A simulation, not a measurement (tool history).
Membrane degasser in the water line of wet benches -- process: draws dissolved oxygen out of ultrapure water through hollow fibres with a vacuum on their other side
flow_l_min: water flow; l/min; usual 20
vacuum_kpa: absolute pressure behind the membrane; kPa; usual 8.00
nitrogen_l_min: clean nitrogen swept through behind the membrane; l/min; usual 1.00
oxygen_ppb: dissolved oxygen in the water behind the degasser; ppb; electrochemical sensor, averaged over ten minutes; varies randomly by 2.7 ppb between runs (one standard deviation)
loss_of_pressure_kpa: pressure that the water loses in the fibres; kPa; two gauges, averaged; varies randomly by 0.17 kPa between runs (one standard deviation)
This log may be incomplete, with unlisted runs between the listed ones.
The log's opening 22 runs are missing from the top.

run	day	flow_l_min	vacuum_kpa	nitrogen_l_min	hours since the membrane was changed	hours since the vacuum gauge was calibrated	hours since the vacuum lines were made tight	oxygen_ppb	loss_of_pressure_kpa
23	34.842	18	6.72	1.04	1971	6825	836	216.1	33.87
24	36.704	24	6.72	1.75	2016	6869	881	244.0	45.27
25	37.883	17	6.64	2.78	2044	6898	909	121.7	31.99
26	39.917	17	6.64	2.78	2093	6946	958	121.8	32.21
27	41.708	14	4.93	1.20	2136	6989	1001	96.3	26.42
28	43.296	13	9.37	1.20	2174	7027	1039	195.0	24.42
29	44.879	13	9.37	1.20	2212	7065	1077	194.9	24.47
30	45.867	13	9.37	1.20	2235	7089	1101	196.7	24.38
31	47.208	13	9.37	1.20	2268	7121	1133	196.9	24.49

Predict each of these 5 candidate next runs independently; none follows another, all start after run 31:
A	48.925	16	8.00	1.00	2309	7163	1174	?	?
B	48.925	21	6.48	1.00	2309	7163	1174	?	?
C	48.925	28	7.16	1.20	2309	7163	1174	?	?
D	48.925	26	18.26	1.78	2309	7163	1174	?	?
E	48.925	20	9.03	1.00	2309	7163	1174	?	?

run	oxygen_ppb	loss_of_pressure_kpa
A	233.8	29.99
B	253.7	39.63
C	363.4	52.52
D	627.1	48.87
E	349.4	37.75
What these runs would have given with no unlogged condition in the tool:
run	oxygen_ppb	loss_of_pressure_kpa
A	233.3	30.49
B	253.1	40.29
C	362.7	53.39
D	626.6	49.68
E	348.9	38.37
